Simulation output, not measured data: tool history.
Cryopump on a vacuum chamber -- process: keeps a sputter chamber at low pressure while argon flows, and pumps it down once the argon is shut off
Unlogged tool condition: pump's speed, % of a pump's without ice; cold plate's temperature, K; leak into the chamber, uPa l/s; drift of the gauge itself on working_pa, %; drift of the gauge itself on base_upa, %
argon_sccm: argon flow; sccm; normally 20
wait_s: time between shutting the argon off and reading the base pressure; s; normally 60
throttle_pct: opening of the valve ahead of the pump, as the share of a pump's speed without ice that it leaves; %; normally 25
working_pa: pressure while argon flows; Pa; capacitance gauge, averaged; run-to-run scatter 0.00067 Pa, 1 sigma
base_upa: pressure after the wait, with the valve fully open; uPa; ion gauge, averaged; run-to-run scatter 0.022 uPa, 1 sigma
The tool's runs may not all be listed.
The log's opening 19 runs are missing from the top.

run	hour	argon_sccm	wait_s	throttle_pct	hours of work since the pump was warmed up and emptied	hours of work since the cold head was overhauled	hours of work since the chamber's fittings were tightened	working_pa	base_upa
20	1085.6	27	47	16	944	944	787	0.2462	1.29
21	1151.0	20	58	16	998	998	842	0.1830	1.14
22	1186.5	23	140	25	1027	1027	871	0.1401	0.95
23	1249.8	23	140	25	1080	1080	924	0.1411	0.98
24	1308.2	21	26	25	1128	1128	972	0.1299	1.85
25	1342.3	21	26	25	1157	1157	1001	0.1293	1.90
# hour 1351.5: pump warmed up, emptied and cooled again
26	1407.6	20	99	32	47	1207	1051	0.0875	0.84
27	1441.2	15	99	32	74	1235	1079	0.0664	0.85
28	1499.4	15	99	32	123	1283	1127	0.0671	0.93
29	1551.6	20	267	42	166	1326	1170	0.0689	0.78
30	1603.3	10	67	25	209	1369	1213	0.0567	1.08
31	1637.7	12	23	28	238	1398	1242	0.0612	1.83
32	1688.2	27	22	46	280	1440	1284	0.0870	1.84

Predict each of these 3 candidate next runs independently; none follows another, all start after run 32:
A	1748.6	35	120	22	330	1490	1334	?	?
B	1748.6	27	28	46	330	1490	1334	?	?
C	1748.6	29	137	18	330	1490	1334	?	?

run	working_pa	base_upa
A	0.2254	0.98
B	0.0862	1.67
C	0.2293	0.94
Without the tool's unlogged condition, the same runs would have read:
run	working_pa	base_upa
A	0.2192	0.46
B	0.0814	1.17
C	0.2241	0.43
